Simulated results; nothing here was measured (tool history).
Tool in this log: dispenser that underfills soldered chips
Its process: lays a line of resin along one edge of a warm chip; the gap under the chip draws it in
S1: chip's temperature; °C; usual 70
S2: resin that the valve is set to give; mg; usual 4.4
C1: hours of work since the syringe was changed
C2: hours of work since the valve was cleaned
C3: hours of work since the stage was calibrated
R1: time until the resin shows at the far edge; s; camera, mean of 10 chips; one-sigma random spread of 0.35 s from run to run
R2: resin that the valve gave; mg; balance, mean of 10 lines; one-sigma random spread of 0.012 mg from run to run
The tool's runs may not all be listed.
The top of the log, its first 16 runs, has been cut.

run	hour	S1	S2	C1	C2	C3	R1	R2
# hour 75.3: new syringe of resin
17	75.9	70	4.19	0	89	189	18.7	4.07
18	79.3	70	4.19	3	91	191	21.6	4.07
# hour 84.4: new syringe of resin
19	84.5	67	5.67	0	94	194	18.6	5.5
20	88.1	58	4.4	2	96	196	30.4	4.27
21	92.5	56	5.18	5	99	199	38.3	5.01
# hour 93.4: new syringe of resin
22	95.6	56	5.18	1	101	201	30.1	5
23	99.6	56	5.18	4	103	203	36	4.99
# hour 102.4: new syringe of resin
24	105.5	61	3.79	2	107	207	27.9	3.63
# hour 111.3: new syringe of resin
25	111.8	63	5.35	0	111	211	21.9	5.14
26	115.4	63	4.94	3	113	213	25.2	4.73
27	118.2	57	4.25	4	115	215	36.5	4.1
# hour 120.2: dispensing valve cleaned and set on the balance
# hour 121.2: new syringe of resin
28	124.3	77	3.76	2	2	218	17	3.77
# hour 130.3: new syringe of resin
29	130.3	74	5.66	0	6	221	15.2	5.65
30	135.1	66	4.24	3	9	224	24.9	4.23
# hour 139.4: new syringe of resin
31	139.4	66	4.24	0	12	227	19.3	4.26
32	144.9	66	4.24	4	15	231	25.4	4.23
# hour 148.3: new syringe of resin
33	149.1	83	5.19	0	17	233	11.7	5.15
34	153.6	70	5.43	3	20	236	21.1	5.39
# hour 157.7: new syringe of resin
35	158.6	65	3.85	1	23	239	21.2	3.83

What if the next run were any one of these 4? Each begins from the tool's condition after run 35:
A	164.4	67	4.92	4	27	242	?	?
B	164.4	82	5.21	4	27	242	?	?
C	164.4	61	4.43	4	27	242	?	?
D	164.4	67	4.07	4	27	242	?	?

run	R1	R2
A	25.2	4.86
B	16.7	5.18
C	31.4	4.38
D	26.4	4.02
What these runs would have given with no unlogged condition in the tool:
run	R1	R2
A	19.2	4.9
B	12.8	5.22
C	24	4.42
D	20.2	4.05
